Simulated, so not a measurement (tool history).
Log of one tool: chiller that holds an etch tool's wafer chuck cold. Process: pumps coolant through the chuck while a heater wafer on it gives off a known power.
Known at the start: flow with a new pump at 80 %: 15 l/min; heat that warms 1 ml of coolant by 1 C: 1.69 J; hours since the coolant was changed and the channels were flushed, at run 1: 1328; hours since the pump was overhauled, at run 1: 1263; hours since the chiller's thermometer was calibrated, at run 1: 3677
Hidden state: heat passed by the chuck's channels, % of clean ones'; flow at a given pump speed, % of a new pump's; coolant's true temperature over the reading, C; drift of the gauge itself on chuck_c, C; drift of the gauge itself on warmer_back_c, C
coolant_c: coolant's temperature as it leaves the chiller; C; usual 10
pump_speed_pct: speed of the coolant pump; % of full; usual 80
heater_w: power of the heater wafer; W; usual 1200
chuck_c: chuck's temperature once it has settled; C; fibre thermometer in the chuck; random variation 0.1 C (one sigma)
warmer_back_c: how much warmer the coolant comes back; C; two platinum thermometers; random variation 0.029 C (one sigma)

run,hour,coolant_c,pump_speed_pct,heater_w,hours since the coolant was changed and the channels were flushed,hours since the pump was overhauled,hours since the chiller's thermometer was calibrated,chuck_c,warmer_back_c
1,0,10,80,1200,1328,1263,3677,25.3,2.89
2,61.8,10,80,1200,1389,1325,3739,25.3,2.9
3,122.2,7,80,1200,1450,1386,3800,22.5,3
4,187.1,7,80,1200,1515,1451,3865,22.6,2.93
5,252,7,80,1129,1580,1515,3929,21.7,2.7
6,328.5,10,69,1200,1656,1592,4006,26.9,3.43
# hour 376: chiller's thermometer calibrated
7,376.1,10,69,1200,1703,1639,0,26.2,3.44
8,444.5,10,80,1200,1771,1707,68,24.6,2.93
9,522.9,10,80,1200,1849,1785,147,24.9,2.97
10,582.1,10,80,1200,1909,1845,206,24.7,2.91
11,639,10,80,1200,1966,1902,263,24.9,2.95
12,687.5,5,69,1200,2014,1950,312,21.4,3.5
13,744,10,74,1200,2071,2006,368,25.8,3.19
14,814.9,4,74,1684,2141,2077,439,26.3,4.49
15,868.7,4,74,1684,2195,2131,493,26.5,4.55
16,936.3,15,74,1153,2263,2199,560,30.5,3.13
17,1015.6,13,96,1200,2342,2278,640,26.9,2.43
18,1064.4,10,67,1177,2391,2327,688,26.7,3.54
19,1105.3,18,74,1697,2432,2368,729,40.9,4.58
20,1145.2,19,74,1000,2472,2408,769,32.5,2.71
21,1207.2,5,74,657,2534,2470,831,14.1,1.81
22,1249.2,3,67,985,2576,2512,873,17.3,3.01

Forecast each of these 5 alternatives for the next run:
A,1281.5,8,100,1478,2608,2544,906,?,?
B,1281.5,1,83,775,2608,2544,906,?,?
C,1281.5,12,83,985,2608,2544,906,?,?
D,1281.5,12,63,608,2608,2544,906,?,?
E,1281.5,4,73,637,2608,2544,906,?,?

run,chuck_c,warmer_back_c
A,24.8,2.93
B,11.1,1.85
C,24.7,2.4
D,21.2,1.98
E,12.9,1.74
Without the tool's hidden state the same runs would have given:
run,chuck_c,warmer_back_c
A,22.4,2.78
B,9.6,1.76
C,22.9,2.28
D,19.9,1.88
E,11.6,1.66
